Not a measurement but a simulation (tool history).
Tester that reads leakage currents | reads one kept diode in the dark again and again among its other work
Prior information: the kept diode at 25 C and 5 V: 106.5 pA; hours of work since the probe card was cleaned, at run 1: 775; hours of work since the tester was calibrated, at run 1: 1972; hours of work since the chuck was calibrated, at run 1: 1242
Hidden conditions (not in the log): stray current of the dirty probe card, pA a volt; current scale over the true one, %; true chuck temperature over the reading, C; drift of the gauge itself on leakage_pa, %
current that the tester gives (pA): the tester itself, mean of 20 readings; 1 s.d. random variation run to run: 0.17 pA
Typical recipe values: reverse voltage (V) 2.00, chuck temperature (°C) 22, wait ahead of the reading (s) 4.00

| run | hour | reverse voltage (V) | chuck temperature (°C) | wait ahead of the reading (s) | hours of work since the probe card was cleaned | hours of work since the tester was calibrated | hours of work since the chuck was calibrated | current that the tester gives (pA) |
|---|---|---|---|---|---|---|---|---|
| 1 | 0.0 | 2.00 | 22 | 4.00 | 775 | 1972 | 1242 | 60.86 |
| 2 | 47.1 | 2.00 | 22 | 4.00 | 811 | 2008 | 1278 | 61.15 |
| 3 | 150.8 | 2.00 | 22 | 4.00 | 891 | 2087 | 1357 | 61.51 |
| 4 | 252.6 | 2.00 | 22 | 4.00 | 968 | 2165 | 1435 | 61.56 |
| 5 | 347.5 | 4.81 | 22 | 4.00 | 1041 | 2237 | 1508 | 92.02 |
| 6 | 411.9 | 4.81 | 22 | 4.00 | 1090 | 2287 | 1557 | 92.42 |
| 7 | 518.9 | 2.00 | 25 | 4.00 | 1172 | 2368 | 1639 | 82.97 |
| 8 | 608.9 | 2.00 | 22 | 0.30 | 1241 | 2437 | 1708 | 65.09 |
| 9 | 681.9 | 2.00 | 22 | 4.00 | 1296 | 2493 | 1763 | 64.00 |
| 10 | 788.1 | 2.00 | 22 | 4.00 | 1378 | 2574 | 1845 | 64.29 |
| 11 | 867.5 | 2.00 | 31 | 4.00 | 1438 | 2635 | 1905 | 145.98 |
| 12 | 939.7 | 2.00 | 31 | 4.00 | 1493 | 2690 | 1960 | 147.41 |
| 13 | 1051.2 | 2.00 | 31 | 4.00 | 1579 | 2775 | 2046 | 148.02 |
| 14 | 1155.4 | 2.00 | 22 | 0.52 | 1658 | 2855 | 2125 | 66.30 |
| 15 | 1243.6 | 3.32 | 59 | 7.28 | 1726 | 2922 | 2193 | 1849.23 |
|  | 1252.7 | probe card cleaned and baked |
| 16 | 1344.5 | 3.32 | 59 | 7.28 | 70 | 2997 | 2268 | 1863.72 |
| 17 | 1444.3 | 3.32 | 59 | 7.28 | 146 | 3073 | 2344 | 1871.64 |
| 18 | 1513.7 | 2.63 | 51 | 0.56 | 199 | 3126 | 2397 | 912.26 |
|  | 1587.3 | chuck's temperature calibrated |
| 19 | 1625.5 | 2.63 | 21 | 0.33 | 283 | 3210 | 29 | 63.89 |
| 20 | 1684.2 | 2.63 | 21 | 0.33 | 328 | 3255 | 74 | 64.20 |
|  | 1740.3 | probe card cleaned and baked, once more |
| 21 | 1760.3 | 19.62 | 26 | 1.85 | 15 | 3311 | 130 | 211.82 |
| 22 | 1845.4 | 19.62 | 26 | 1.85 | 80 | 3376 | 195 | 214.28 |
| 23 | 1903.9 | 19.62 | 26 | 1.85 | 125 | 3421 | 240 | 215.28 |
| 24 | 1982.1 | 3.03 | 26 | 2.25 | 185 | 3481 | 299 | 97.45 |
| 25 | 2057.2 | 1.08 | 22 | 4.00 | 242 | 3538 | 357 | 42.91 |
| 26 | 2119.5 | 1.08 | 22 | 5.08 | 290 | 3586 | 404 | 43.57 |
| 27 | 2180.7 | 1.08 | 22 | 5.08 | 337 | 3632 | 451 | 43.71 |
| 28 | 2280.4 | 2.00 | 26 | 2.38 | 413 | 3708 | 527 | 83.04 |

Hidden state at the last listed run before each entry between runs and at the first one after, where it differs:
Between runs 15 and 16: probe card cleaned and baked (hour 1252.7)
  stray current of the dirty probe card, pA a volt: 1.43 -> 2.427; current scale over the true one, %: 0.94 -> 0.96; true chuck temperature over the reading, C: 1.44 -> 1.49
  measured result minus the result with no hidden state, current that the tester gives (pA): +212.29 -> +222.76
Between runs 18 and 19: chuck's temperature calibrated (hour 1587.3)
  stray current of the dirty probe card, pA a volt: 2.533 -> 2.6; current scale over the true one, %: 1 -> 1.02; true chuck temperature over the reading, C: 1.57 -> -0.11
  measured result minus the result with no hidden state, current that the tester gives (pA): +121.29 -> +6.84
Between runs 20 and 21: probe card cleaned and baked, once more (hour 1740.3)
  stray current of the dirty probe card, pA a volt: 2.638 -> 0.037; current scale over the true one, %: 1.03 -> 1.05; true chuck temperature over the reading, C: -0.08 -> -0.05
  measured result minus the result with no hidden state, current that the tester gives (pA): +7.09 -> +1.59
